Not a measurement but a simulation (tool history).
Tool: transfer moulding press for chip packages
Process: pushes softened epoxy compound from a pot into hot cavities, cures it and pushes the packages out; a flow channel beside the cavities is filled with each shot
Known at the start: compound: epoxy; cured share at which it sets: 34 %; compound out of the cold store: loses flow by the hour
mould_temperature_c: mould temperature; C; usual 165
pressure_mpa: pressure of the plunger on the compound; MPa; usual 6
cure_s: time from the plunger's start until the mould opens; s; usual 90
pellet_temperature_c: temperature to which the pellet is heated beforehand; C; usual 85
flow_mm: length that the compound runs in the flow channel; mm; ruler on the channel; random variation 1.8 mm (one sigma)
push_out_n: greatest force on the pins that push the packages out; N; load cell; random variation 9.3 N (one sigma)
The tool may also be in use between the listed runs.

run	hour	mould_temperature_c	pressure_mpa	cure_s	pellet_temperature_c	incoming compound's hours out of the cold store	flow_mm	push_out_n
1	0	165	6	90	85	19.1	565	525
2	16.6	165	6	90	85	38.9	510	582
3	30.9	165	5.02	90	85	8.4	543	606
# hour 52: cavities cleaned with cleaning compound and waxed
4	52	165	5.02	90	85	27.7	494	414
5	63.6	165	5.02	90	85	40.3	461	462
6	72.9	165	5.02	90	85	29.8	484	513
7	85	173	5.02	90	85	11	517	490
8	106.2	173	5.02	90	85	44.5	438	503
# hour 109.7: mould's thermocouples calibrated
9	125.1	173	5.02	90	85	36.8	453	533
# hour 133.1: cavities cleaned with cleaning compound and waxed
10	147.6	173	5.02	90	85	34.5	460	441
11	161.2	165	6	90	85	24.4	541	541
# hour 176.8: mould's thermocouples calibrated, once more
12	180.2	165	6	90	85	34.7	516	591
13	201.2	165	6	90	85	24.2	540	600
# hour 213.6: cavities cleaned with cleaning compound and waxed
14	218.3	165	6	90	85	34.7	514	433
15	234.5	165	6	90	85	13.3	571	508
16	243.8	165	6	90	77	27.3	531	559
17	259.2	165	6	90	77	36	506	582
18	275.6	162	6	71	85	16.1	568	1234
# hour 292.3: cavities cleaned with cleaning compound and waxed
19	296	163	7.06	71	85	44.4	532	726
20	314.7	163	7.06	71	85	11.8	622	1068
21	323.5	165	6	101	78	25.3	529	505
22	335.3	165	7.42	101	91	18.4	609	525
# hour 349: plunger's sealing rings changed
23	352.9	158	6	119	93	24.3	567	582
# hour 373.8: cavities cleaned with cleaning compound and waxed
24	373.9	158	6	119	93	27	556	402
25	393.4	162	6	90	82	40.2	511	596
26	408.6	173	6.76	94	93	38.4	526	491
27	424.7	173	6.76	94	93	33.4	537	488
28	443.5	165	7.26	130	94	10.9	643	512

3 ways to go on from here, each from the tool as it stands after run 28. What would each give?
# hour 453: cavities cleaned with cleaning compound and waxed
A	466	157	7.26	99	82	16.6	?	?
# hour 453: cavities cleaned with cleaning compound and waxed
B	466	159	7	130	94	45.2	?	?
# hour 453: cavities cleaned with cleaning compound and waxed
C	466	164	7.16	130	91	38.9	?	?

run	flow_mm	push_out_n
A	648	697
B	542	447
C	560	426
Without the tool's hidden state the same runs would have given:
run	flow_mm	push_out_n
A	656	593
B	549	379
C	567	359
